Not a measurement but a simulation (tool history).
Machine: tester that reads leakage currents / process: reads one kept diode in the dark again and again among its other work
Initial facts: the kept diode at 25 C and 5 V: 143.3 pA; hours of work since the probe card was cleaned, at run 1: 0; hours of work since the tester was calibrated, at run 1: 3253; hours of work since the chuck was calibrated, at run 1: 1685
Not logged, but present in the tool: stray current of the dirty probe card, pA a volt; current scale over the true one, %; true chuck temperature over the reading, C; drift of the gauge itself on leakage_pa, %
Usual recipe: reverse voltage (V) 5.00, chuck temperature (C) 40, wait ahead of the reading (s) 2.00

run	day	reverse voltage (V)	chuck temperature (C)	wait ahead of the reading (s)	hours of work since the probe card was cleaned	hours of work since the tester was calibrated	hours of work since the chuck was calibrated	current that the tester gives (pA)
1	0.000	5.00	40	2.00	0	3253	1685	424.23
2	4.308	5.00	40	2.00	42	3296	1727	422.73
3	11.454	5.00	40	2.00	112	3365	1797	418.84
4	21.983	5.00	40	8.25	215	3468	1900	418.34
5	26.725	5.00	40	8.25	261	3515	1946	414.65
6	31.804	5.00	40	8.25	311	3564	1996	414.91
7	36.592	5.00	40	8.25	357	3611	2042	409.59
8	41.746	5.00	40	8.25	408	3661	2093	407.94
9	46.096	8.06	40	8.25	450	3704	2135	513.54
# day 51.454: chuck's temperature calibrated
10	52.496	8.06	40	8.25	512	3765	10	636.53
11	58.017	8.06	40	8.25	566	3819	64	637.06
12	64.796	8.06	40	8.25	632	3886	130	629.36
13	72.325	8.06	40	8.25	706	3959	204	621.58
14	82.042	8.06	24	1.13	801	4054	299	166.70
15	87.667	9.39	40	2.43	856	4109	354	664.64
16	93.325	12.98	31	0.81	911	4164	409	379.02
17	100.917	6.71	41	6.87	985	4239	483	605.48
18	110.338	2.85	50	2.00	1077	4331	575	794.59

Hidden state at the last listed run before each entry between runs and at the first one after, where it differs:
Runs 9 to 10: chuck's temperature calibrated (day 51.454)
  stray current of the dirty probe card, pA a volt: 0.499 -> 0.56; current scale over the true one, %: -1.34 -> -1.37; true chuck temperature over the reading, C: -2.51 -> 0.15
  measured less the result without the state, current that the tester gives (pA): -118.16 -> +3.42
